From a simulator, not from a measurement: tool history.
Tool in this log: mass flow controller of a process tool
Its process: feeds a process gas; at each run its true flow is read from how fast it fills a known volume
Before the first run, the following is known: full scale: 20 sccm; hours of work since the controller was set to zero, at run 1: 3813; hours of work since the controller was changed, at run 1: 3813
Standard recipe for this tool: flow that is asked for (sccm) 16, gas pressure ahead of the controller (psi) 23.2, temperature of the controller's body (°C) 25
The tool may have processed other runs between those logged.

run,day,flow that is asked for (sccm),gas pressure ahead of the controller (psi),temperature of the controller's body (°C),hours of work since the controller was set to zero,hours of work since the controller was changed,true flow (%)
1,0,16,23.2,25,3813,3813,99.9
2,12.846,16,23.2,25,3967,3967,99.99
3,25.383,16,23.2,25,4118,4118,99.93
4,34.071,16,23.2,25,4223,4223,100.02
5,46.75,16,23.2,25,4375,4375,100.12
6,58.142,16,23.2,25,4512,4512,100.11
7,63.654,16,23.2,25,4579,4579,99.91
8,71.5,16,23.2,25,4673,4673,100.09
9,83.121,16,28,25,4813,4813,100.41
10,93.221,16,23.2,36,4934,4934,100.93
11,102.812,16,23.2,31,5050,5050,100.74
12,113.192,16,23.2,31,5175,5175,100.76
13,119.254,16,23.2,25,5248,5248,100.22
14,131.483,16,23.2,25,5395,5395,100.18
15,137.6,16,23.2,25,5468,5468,100.36
16,146.683,16,23.2,25,5578,5578,100.29
17,156.912,16,23.2,25,5701,5701,100.3
18,169.338,16,23.2,25,5850,5850,100.17
# day 170.017: controller's zero set anew
19,176.704,16,23.2,25,80,5939,100.19
20,183.375,16,23.2,25,161,6019,100.23
21,192.517,16,23.2,25,271,6129,100.12
# day 196.862: controller's zero set anew, once more
22,202.979,16,20.6,25,74,6254,101.28
23,212.95,16,20.6,25,194,6374,101.24
24,220.088,16,20.6,25,279,6460,101.19
25,233.012,3,31.9,25,435,6616,100.6
26,240.379,4,36.4,30,524,6704,101.16
27,246.771,16,23.2,29,601,6781,101.66
28,256.25,16,23.2,29,715,6895,101.75
29,264.058,4,25.4,28,809,6989,100.71
30,274.958,3,23.2,27,940,7121,100.18
31,283.525,14,23.2,27,1043,7224,101.55
32,295.496,3,23.2,27,1187,7368,100.1
33,307.229,3,23.2,27,1328,7509,100.11
34,318.692,16,36.7,26,1466,7647,101.94
35,325.071,11,24.9,31,1543,7723,101.68
36,337.375,9,28.9,31,1691,7872,101.6
37,345.625,2,39.5,25,1790,7971,99.42
38,352.679,17,40,24,1875,8056,102.16
39,361.5,16,27.4,37,1981,8162,102.7
40,367.35,6,20.6,33,2051,8232,101.08
41,375.375,10,22,24,2148,8329,101.03
42,381.567,16,25.2,27,2222,8403,101.96
43,388.638,4,22,25,2307,8488,99.78
44,398.388,16,23.2,39,2425,8606,102.89
45,405.233,3,30.2,26,2507,8688,99.65
46,412.517,3,30.2,26,2595,8776,99.58
47,420.296,3,30.2,26,2688,8869,99.39
48,428.021,16,26.7,21,2781,8962,101.59

Hidden state at the last listed run before each entry between runs and at the first one after, where it differs:
In the gap between runs 18 and 19: controller's zero set anew (day 170.017)
  flow at rest that the sensor doesn't see, % of full scale: -0.704 -> -0.81; true flow over the shown one, %: 1.61 -> 1.63
  what was measured, less what the result would be without the hidden state, true flow (%): +0.73 -> +0.62
In the gap between runs 21 and 22: controller's zero set anew, once more (day 196.862)
  flow at rest that the sensor doesn't see, % of full scale: -0.832 -> -0.021; true flow over the shown one, %: 1.69 -> 1.73
  what was measured, less what the result would be without the hidden state, true flow (%): +0.65 -> +1.71
